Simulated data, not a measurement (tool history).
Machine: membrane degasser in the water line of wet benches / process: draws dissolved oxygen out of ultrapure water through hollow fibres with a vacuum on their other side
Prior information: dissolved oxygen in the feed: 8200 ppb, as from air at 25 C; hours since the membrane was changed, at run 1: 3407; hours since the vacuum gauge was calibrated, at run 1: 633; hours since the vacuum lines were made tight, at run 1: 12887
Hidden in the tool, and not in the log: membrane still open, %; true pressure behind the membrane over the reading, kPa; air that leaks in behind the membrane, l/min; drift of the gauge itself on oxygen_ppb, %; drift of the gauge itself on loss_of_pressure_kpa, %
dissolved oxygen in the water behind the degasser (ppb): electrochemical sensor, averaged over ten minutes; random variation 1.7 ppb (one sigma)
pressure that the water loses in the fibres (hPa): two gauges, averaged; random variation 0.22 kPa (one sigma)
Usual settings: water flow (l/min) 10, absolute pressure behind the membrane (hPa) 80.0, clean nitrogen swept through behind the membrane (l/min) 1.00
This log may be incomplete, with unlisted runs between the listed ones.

| run | hour | water flow (l/min) | absolute pressure behind the membrane (hPa) | clean nitrogen swept through behind the membrane (l/min) | hours since the membrane was changed | hours since the vacuum gauge was calibrated | hours since the vacuum lines were made tight | dissolved oxygen in the water behind the degasser (ppb) | pressure that the water loses in the fibres (hPa) |
|---|---|---|---|---|---|---|---|---|---|
| 1 | 0.0 | 10 | 80.0 | 1.00 | 3407 | 633 | 12887 | 177.4 | 548.6 |
| 2 | 137.5 | 12 | 80.0 | 1.00 | 3545 | 771 | 13024 | 230.2 | 662.9 |
| 3 | 273.8 | 15 | 80.0 | 1.00 | 3681 | 907 | 13161 | 316.8 | 829.6 |
| 4 | 517.9 | 15 | 80.0 | 1.00 | 3925 | 1151 | 13405 | 321.3 | 823.8 |
| 5 | 682.1 | 15 | 80.0 | 1.00 | 4089 | 1315 | 13569 | 319.5 | 825.8 |
|  | 934.4 | seals of the vacuum lines changed |
| 6 | 934.4 | 8 | 80.0 | 1.00 | 4339 | 1566 | 0 | 122.9 | 441.4 |
| 7 | 1177.3 | 8 | 80.0 | 1.00 | 4582 | 1809 | 243 | 121.9 | 440.3 |
| 8 | 1417.1 | 8 | 80.0 | 1.00 | 4822 | 2048 | 483 | 123.0 | 441.1 |
| 9 | 1590.2 | 10 | 80.0 | 1.00 | 4995 | 2221 | 656 | 170.6 | 554.0 |
| 10 | 1757.6 | 10 | 80.0 | 1.00 | 5163 | 2389 | 823 | 174.4 | 550.0 |
| 11 | 1906.3 | 10 | 80.0 | 1.00 | 5311 | 2538 | 972 | 166.3 | 554.1 |
| 12 | 2114.1 | 10 | 80.0 | 1.00 | 5519 | 2745 | 1180 | 173.7 | 552.4 |
| 13 | 2317.5 | 10 | 80.0 | 1.00 | 5722 | 2949 | 1383 | 173.0 | 549.3 |
| 14 | 2543.3 | 10 | 80.0 | 1.00 | 5948 | 3175 | 1609 | 176.0 | 555.7 |
| 15 | 2699.7 | 10 | 80.0 | 0.72 | 6105 | 3331 | 1765 | 215.6 | 548.7 |
| 16 | 2969.8 | 10 | 80.0 | 2.42 | 6375 | 3601 | 2035 | 109.2 | 550.9 |
| 17 | 3102.0 | 10 | 80.0 | 2.42 | 6507 | 3733 | 2168 | 112.4 | 558.2 |
| 18 | 3387.9 | 10 | 80.0 | 2.42 | 6793 | 4019 | 2454 | 110.9 | 549.7 |
| 19 | 3669.9 | 7 | 123.4 | 0.43 | 7075 | 4301 | 2735 | 359.2 | 390.6 |
| 20 | 3868.9 | 10 | 80.0 | 1.50 | 7274 | 4500 | 2935 | 141.9 | 555.3 |

Run 21 comes next. What will it give?
| 21 | 4039.2 | 8 | 80.0 | 1.50 | 7444 | 4670 | 3105 | ? | ? |

dissolved oxygen in the water behind the degasser (ppb): 97.8
pressure that the water loses in the fibres (hPa): 441.9
With the hidden condition absent and the run-to-run variation left alone, this run would have shown dissolved oxygen in the water behind the degasser (ppb) 90.9, pressure that the water loses in the fibres (hPa) 433.7.
